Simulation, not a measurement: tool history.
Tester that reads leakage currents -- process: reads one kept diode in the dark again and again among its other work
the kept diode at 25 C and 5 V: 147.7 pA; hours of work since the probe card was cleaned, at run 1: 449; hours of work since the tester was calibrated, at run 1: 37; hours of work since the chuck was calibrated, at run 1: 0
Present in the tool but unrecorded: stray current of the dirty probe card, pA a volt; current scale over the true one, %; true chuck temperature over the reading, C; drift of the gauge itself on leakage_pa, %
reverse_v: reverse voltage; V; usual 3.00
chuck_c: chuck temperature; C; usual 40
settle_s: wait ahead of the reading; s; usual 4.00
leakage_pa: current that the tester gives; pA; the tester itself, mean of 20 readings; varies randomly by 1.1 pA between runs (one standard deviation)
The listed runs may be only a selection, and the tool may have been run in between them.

run	hour	reverse_v	chuck_c	settle_s	hours of work since the probe card was cleaned	hours of work since the tester was calibrated	hours of work since the chuck was calibrated	leakage_pa
1	0.0	3.00	40	4.00	449	37	0	345.22
2	209.5	3.00	40	4.00	572	160	123	344.35
3	333.7	3.00	40	4.00	645	233	196	343.11
4	446.3	3.00	40	4.00	711	299	262	344.45
5	554.6	3.00	40	7.94	775	363	326	341.59
6	774.7	3.00	40	7.94	904	492	455	341.07
# hour 796.8: chuck's temperature calibrated
7	896.1	3.00	40	7.94	975	562	58	333.26
8	1040.3	3.00	40	4.00	1059	647	143	334.11
9	1146.0	13.39	32	0.34	1121	709	205	453.22
10	1327.2	1.59	40	0.39	1228	816	312	228.47
# hour 1513.8: chuck's temperature calibrated, once more
11	1559.6	7.13	35	0.64	1363	951	27	406.44
12	1699.1	7.13	35	0.64	1445	1033	109	405.83
13	1898.2	7.13	35	0.64	1562	1150	226	406.78
14	2056.8	3.00	34	3.36	1655	1243	319	220.94
15	2158.2	4.20	45	4.00	1715	1303	379	602.71
16	2387.2	7.96	56	4.00	1849	1437	513	1859.93

Measured minus without-hidden-state, run by run (identical run-to-run variation in each term; gauge scatter may differ):
run	leakage_pa
1	-3.29
2	-5.13
3	-6.24
4	-7.08
5	-8.05
6	-10.15
7	-14.71
8	-16.10
9	-14.24
10	-13.27
11	+4.57
12	+3.27
13	+1.64
14	-1.30
15	-10.42
16	-48.49
